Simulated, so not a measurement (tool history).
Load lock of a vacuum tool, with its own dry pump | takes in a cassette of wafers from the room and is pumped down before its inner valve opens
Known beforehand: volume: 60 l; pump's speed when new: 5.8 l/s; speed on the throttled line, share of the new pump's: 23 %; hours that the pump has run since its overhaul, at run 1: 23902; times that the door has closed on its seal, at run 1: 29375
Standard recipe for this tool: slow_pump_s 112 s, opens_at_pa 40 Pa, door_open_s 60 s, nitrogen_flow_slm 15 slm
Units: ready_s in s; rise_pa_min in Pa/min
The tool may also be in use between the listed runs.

| run | hour | slow_pump_s | opens_at_pa | door_open_s | nitrogen_flow_slm | hours that the pump has run since its overhaul | times that the door has closed on its seal | incoming humidity of the room's air, % | ready_s | rise_pa_min |
|---|---|---|---|---|---|---|---|---|---|---|
| 1 | 0.0 | 112 | 40 | 60 | 15 | 23902 | 29375 | 44.8 | 181.3 | 0.232 |
|  | 297.6 | dry pump taken out, an overhauled one fitted |
| 2 | 595.4 | 112 | 40 | 60 | 15 | 298 | 31528 | 43.5 | 168.4 | 0.243 |
| 3 | 1181.5 | 112 | 40 | 60 | 15 | 884 | 33669 | 44.5 | 169.3 | 0.267 |
| 4 | 1590.2 | 112 | 40 | 60 | 15 | 1293 | 35162 | 45.1 | 167.8 | 0.289 |
| 5 | 2146.0 | 112 | 40 | 164 | 15 | 1848 | 37192 | 46.3 | 169.6 | 0.335 |
| 6 | 2545.6 | 112 | 40 | 27 | 15 | 2248 | 38652 | 46.9 | 168.8 | 0.301 |
| 7 | 2872.3 | 112 | 40 | 27 | 35 | 2575 | 39846 | 43.9 | 168.5 | 0.307 |
| 8 | 3445.7 | 112 | 59 | 60 | 15 | 3148 | 41940 | 45.6 | 165.6 | 0.356 |
| 9 | 4147.0 | 112 | 59 | 228 | 15 | 3849 | 44502 | 43.9 | 165.6 | 0.413 |
| 10 | 4747.8 | 112 | 40 | 60 | 15 | 4450 | 46697 | 47.6 | 169.4 | 0.406 |
| 11 | 5045.4 | 112 | 40 | 60 | 15 | 4748 | 47784 | 43.5 | 171.1 | 0.412 |
| 12 | 5679.6 | 112 | 40 | 60 | 5 | 5382 | 50100 | 42.1 | 170.4 | 0.451 |
| 13 | 6144.9 | 112 | 37 | 60 | 15 | 5847 | 51800 | 45.3 | 171.5 | 0.457 |
| 14 | 6607.6 | 78 | 37 | 60 | 10 | 6310 | 53490 | 42.0 | 145.9 | 0.495 |
| 15 | 7166.0 | 112 | 32 | 60 | 15 | 6868 | 55530 | 44.1 | 173.3 | 0.512 |
| 16 | 7788.9 | 113 | 40 | 57 | 28 | 7491 | 57805 | 45.1 | 171.3 | 0.530 |
| 17 | 8337.3 | 157 | 72 | 103 | 13 | 8040 | 59809 | 43.3 | 198.3 | 0.588 |
| 18 | 8801.7 | 157 | 72 | 103 | 13 | 8504 | 61505 | 41.7 | 199.5 | 0.605 |
| 19 | 9249.9 | 157 | 42 | 103 | 13 | 8952 | 63142 | 46.4 | 205.8 | 0.613 |
| 20 | 9681.4 | 157 | 31 | 103 | 9 | 9384 | 64718 | 45.1 | 208.2 | 0.657 |
| 21 | 10112.8 | 133 | 31 | 79 | 9 | 9815 | 66294 | 39.4 | 189.9 | 0.654 |
| 22 | 10690.9 | 133 | 31 | 79 | 9 | 10393 | 68406 | 40.2 | 192.2 | 0.692 |
| 23 | 11182.9 | 112 | 31 | 60 | 21 | 10885 | 70203 | 46.0 | 176.8 | 0.698 |
| 24 | 11826.1 | 112 | 31 | 60 | 21 | 11529 | 72553 | 47.7 | 176.2 | 0.730 |

Describe how what the log doesn't record of the tool's condition differs between the last listed run preceding each entry between runs and the first listed run following it.
From run 1 to run 2: dry pump taken out, an overhauled one fitted (hour 297.6)
  pump's speed, % of a new pump's: 80.2 -> 99.5; leak at the door's seal, Pa l/s: 0.2017 -> 0.2185
  measured minus no-state result, ready_s: +13.7 -> +0.3 s; rise_pa_min: +0.200 -> +0.213 Pa/min

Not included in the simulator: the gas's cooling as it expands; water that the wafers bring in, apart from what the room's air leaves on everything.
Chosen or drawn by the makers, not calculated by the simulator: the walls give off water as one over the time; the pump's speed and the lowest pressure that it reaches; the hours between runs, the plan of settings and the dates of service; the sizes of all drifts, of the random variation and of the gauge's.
